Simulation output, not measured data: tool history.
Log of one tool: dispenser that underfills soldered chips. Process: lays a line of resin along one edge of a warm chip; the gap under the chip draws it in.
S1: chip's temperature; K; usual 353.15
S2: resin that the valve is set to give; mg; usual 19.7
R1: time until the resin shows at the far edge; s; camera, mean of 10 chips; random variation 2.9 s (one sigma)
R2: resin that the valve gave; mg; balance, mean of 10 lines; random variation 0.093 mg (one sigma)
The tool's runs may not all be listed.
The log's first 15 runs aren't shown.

{"run": 16, "hour": 107.6, "S1": 353.15, "S2": 19.7, "R1": 345.3, "R2": 17.73}
{"hour": 113.8, "done": "dispensing valve cleaned and set on the balance"}
{"run": 17, "hour": 113.8, "S1": 353.15, "S2": 19.7, "R1": 409.4, "R2": 19.51}
{"hour": 117.9, "done": "new syringe of resin"}
{"run": 18, "hour": 124.5, "S1": 353.15, "S2": 19.7, "R1": 357.2, "R2": 19.58}
{"run": 19, "hour": 131.7, "S1": 353.15, "S2": 16.9, "R1": 453.5, "R2": 16.72}
{"hour": 133.2, "done": "new syringe of resin"}
{"run": 20, "hour": 140.2, "S1": 353.15, "S2": 18.0, "R1": 362.3, "R2": 17.79}
{"hour": 148.0, "done": "new syringe of resin"}
{"run": 21, "hour": 150.5, "S1": 354.15, "S2": 17.7, "R1": 315.4, "R2": 17.39}
{"run": 22, "hour": 157.6, "S1": 343.15, "S2": 19.2, "R1": 550.4, "R2": 18.74}
{"hour": 162.8, "done": "new syringe of resin"}
{"run": 23, "hour": 162.8, "S1": 363.15, "S2": 18.0, "R1": 217.2, "R2": 17.58}
{"run": 24, "hour": 173.0, "S1": 364.15, "S2": 19.7, "R1": 280.6, "R2": 19.13}
{"hour": 177.5, "done": "new syringe of resin"}
{"run": 25, "hour": 178.7, "S1": 364.15, "S2": 19.7, "R1": 214.5, "R2": 18.87}
{"run": 26, "hour": 186.2, "S1": 364.15, "S2": 19.7, "R1": 267.7, "R2": 18.79}
{"run": 27, "hour": 191.1, "S1": 364.15, "S2": 19.7, "R1": 316.5, "R2": 18.94}
{"hour": 192.1, "done": "new syringe of resin"}
{"run": 28, "hour": 201.1, "S1": 367.15, "S2": 19.6, "R1": 251.9, "R2": 18.7}
{"hour": 206.8, "done": "new syringe of resin"}
{"run": 29, "hour": 208.9, "S1": 367.15, "S2": 19.6, "R1": 206.2, "R2": 18.64}
{"run": 30, "hour": 213.6, "S1": 367.15, "S2": 19.6, "R1": 242.6, "R2": 18.55}
{"hour": 222.2, "done": "new syringe of resin"}
{"run": 31, "hour": 224.5, "S1": 342.15, "S2": 19.2, "R1": 451.6, "R2": 18.0}
{"run": 32, "hour": 231.2, "S1": 344.15, "S2": 20.4, "R1": 519.4, "R2": 19.18}
{"hour": 237.2, "done": "new syringe of resin"}
{"run": 33, "hour": 237.2, "S1": 348.15, "S2": 18.2, "R1": 345.2, "R2": 17.11}
{"run": 34, "hour": 244.9, "S1": 366.15, "S2": 19.5, "R1": 248.4, "R2": 18.15}
{"run": 35, "hour": 251.3, "S1": 344.15, "S2": 17.4, "R1": 630.0, "R2": 16.2}
{"hour": 252.5, "done": "new syringe of resin"}
{"run": 36, "hour": 259.1, "S1": 352.15, "S2": 21.0, "R1": 369.1, "R2": 19.68}

Forecast each of these 4 alternatives for the next run:
{"run": "A", "hour": 266.0, "S1": 356.15, "S2": 18.0, "R1": "?", "R2": "?"}
{"run": "B", "hour": 266.0, "S1": 360.15, "S2": 20.3, "R1": "?", "R2": "?"}
{"run": "C", "hour": 266.0, "S1": 362.15, "S2": 19.3, "R1": "?", "R2": "?"}
{"run": "D", "hour": 266.0, "S1": 361.15, "S2": 22.9, "R1": "?", "R2": "?"}

run=A R1=421.1 R2=16.68
run=B R1=362.2 R2=18.76
run=C R1=349.8 R2=18.00
run=D R1=347.8 R2=21.11
Without the tool's hidden state the same runs would have given:
run=A R1=266.4 R2=18.09
run=B R1=231.4 R2=20.34
run=C R1=222.6 R2=19.51
run=D R1=223.5 R2=22.89
